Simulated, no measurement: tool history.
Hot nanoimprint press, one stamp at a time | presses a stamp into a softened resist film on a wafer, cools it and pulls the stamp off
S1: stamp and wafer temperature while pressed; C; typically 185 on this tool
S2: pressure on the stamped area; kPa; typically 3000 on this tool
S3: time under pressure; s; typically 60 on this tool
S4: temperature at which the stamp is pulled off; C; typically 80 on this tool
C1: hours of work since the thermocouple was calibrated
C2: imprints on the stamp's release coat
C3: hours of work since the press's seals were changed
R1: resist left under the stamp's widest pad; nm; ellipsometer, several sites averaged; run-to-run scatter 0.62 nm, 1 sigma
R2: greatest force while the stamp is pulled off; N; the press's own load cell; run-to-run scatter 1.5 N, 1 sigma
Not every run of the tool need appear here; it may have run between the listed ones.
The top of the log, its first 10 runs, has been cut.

run,hour,S1,S2,S3,S4,C1,C2,C3,R1,R2
11,170.1,181,3000,60,74,122,194,512,301.1,148
12,183,181,3000,60,74,129,223,518,301.3,151
13,193.2,185,3000,60,67,134,246,524,262.9,157
14,205.4,185,3000,60,67,140,274,530,262.9,158
15,217.9,185,3000,60,67,147,302,536,263,157
16,233.8,185,3000,60,67,155,337,545,262.5,161
17,248.2,193,2900,44,78,162,370,552,235.7,149
18,265.1,193,2900,44,80,171,407,561,234.7,149
19,284.8,182,3000,35,80,181,452,571,359.2,151
20,301.6,182,3630,60,80,190,489,580,269.1,150
21,316.2,182,3630,97,75,197,522,587,220.1,155
22,328.8,196,1950,60,67,204,550,594,226.5,162
23,350.3,185,2940,60,74,215,598,605,267.4,158
24,362.9,185,3120,91,74,222,627,611,218,159

For run 25, what comes out?
25,382.2,185,3120,91,74,232,670,621,?,?

Run 25 measured R1 219.3 nm, R2 160 N.
Without the tool's hidden state the same run would have given R1 213.8 nm, R2 147 N.
